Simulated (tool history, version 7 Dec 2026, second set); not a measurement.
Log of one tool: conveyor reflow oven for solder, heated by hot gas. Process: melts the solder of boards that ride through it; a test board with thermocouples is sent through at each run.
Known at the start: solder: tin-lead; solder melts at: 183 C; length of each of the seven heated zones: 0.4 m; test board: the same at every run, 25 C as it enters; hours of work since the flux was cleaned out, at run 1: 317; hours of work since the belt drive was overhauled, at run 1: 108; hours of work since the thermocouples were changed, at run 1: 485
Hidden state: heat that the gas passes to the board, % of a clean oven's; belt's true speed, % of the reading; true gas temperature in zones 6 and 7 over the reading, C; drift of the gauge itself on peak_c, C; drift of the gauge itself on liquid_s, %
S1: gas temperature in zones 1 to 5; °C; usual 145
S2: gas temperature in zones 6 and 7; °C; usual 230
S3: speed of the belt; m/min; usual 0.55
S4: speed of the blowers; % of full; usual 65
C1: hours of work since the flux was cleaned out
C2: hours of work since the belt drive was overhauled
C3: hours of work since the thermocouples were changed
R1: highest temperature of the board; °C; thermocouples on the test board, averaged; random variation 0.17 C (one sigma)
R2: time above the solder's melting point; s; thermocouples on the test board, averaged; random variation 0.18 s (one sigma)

run	hour	S1	S2	S3	S4	C1	C2	C3	R1	R2
1	0	145	230	0.55	65	317	108	485	211.5	62.1
2	31.7	145	230	0.607	65	331	122	499	207.9	51.8
3	63.4	145	230	0.55	65	346	136	513	211.3	61.3
4	83.6	145	230	0.55	65	355	145	523	211	61.7
5	112.6	145	230	0.55	65	368	159	536	211.2	61.3
6	141.7	145	230	0.55	65	381	172	549	210.6	61.3
7	162.8	145	230	0.55	65	391	181	558	210.9	61.2
8	188	145	230	0.55	65	402	193	570	210.7	61.3
9	205.9	145	230	0.55	65	410	201	578	210.6	60.9
10	240.1	145	230	0.55	65	426	216	593	210.5	61.2
# hour 266.7: flux residue cleaned out of gas plates and filters
11	278.1	145	230	0.55	65	5	231	608	212.8	64.3
12	299.2	145	230	0.55	65	15	241	618	212.9	64.2
13	328.1	145	230	0.55	65	28	254	631	212.9	64.1
14	348.2	145	230	0.55	71	37	263	640	214.8	66.1
15	362.8	145	230	0.55	71	43	270	647	214.3	66.3
16	393.6	145	230	0.55	65	57	284	661	212.9	64.2
17	422.9	145	230	0.469	67	71	297	674	217.2	81.3
18	439.3	145	230	0.55	61	78	304	681	211.2	62
19	454.6	145	227	0.55	82	85	311	688	214	67.1
20	481.7	156	241	0.654	70	97	323	701	219.7	63
# hour 507.7: thermocouples of zones 6 and 7 changed
21	513.4	155	241	0.441	70	111	337	3	231.2	103.5
22	546.9	143	230	0.648	65	126	352	18	207.3	46.7
23	581.6	143	230	0.648	65	142	368	33	207.2	46.4
24	611.1	143	232	0.628	65	155	381	47	209.4	51
25	634.6	144	230	0.55	57	166	392	57	210	59.6
26	655.9	132	233	0.472	57	175	401	67	215	71.3
27	686.3	157	224	0.55	65	189	415	81	210.3	68
28	714.9	157	224	0.55	65	202	428	94	210	67.6
29	732	134	245	0.446	78	210	436	102	233.4	94.4

Run 30 comes next. What will it give?
30	757.4	145	228	0.443	65	221	447	113	?	?

R1: 216.7 °C
R2: 86.1 s
Without the tool's hidden state the same run would have given R1 217.8 °C, R2 86.7 s.

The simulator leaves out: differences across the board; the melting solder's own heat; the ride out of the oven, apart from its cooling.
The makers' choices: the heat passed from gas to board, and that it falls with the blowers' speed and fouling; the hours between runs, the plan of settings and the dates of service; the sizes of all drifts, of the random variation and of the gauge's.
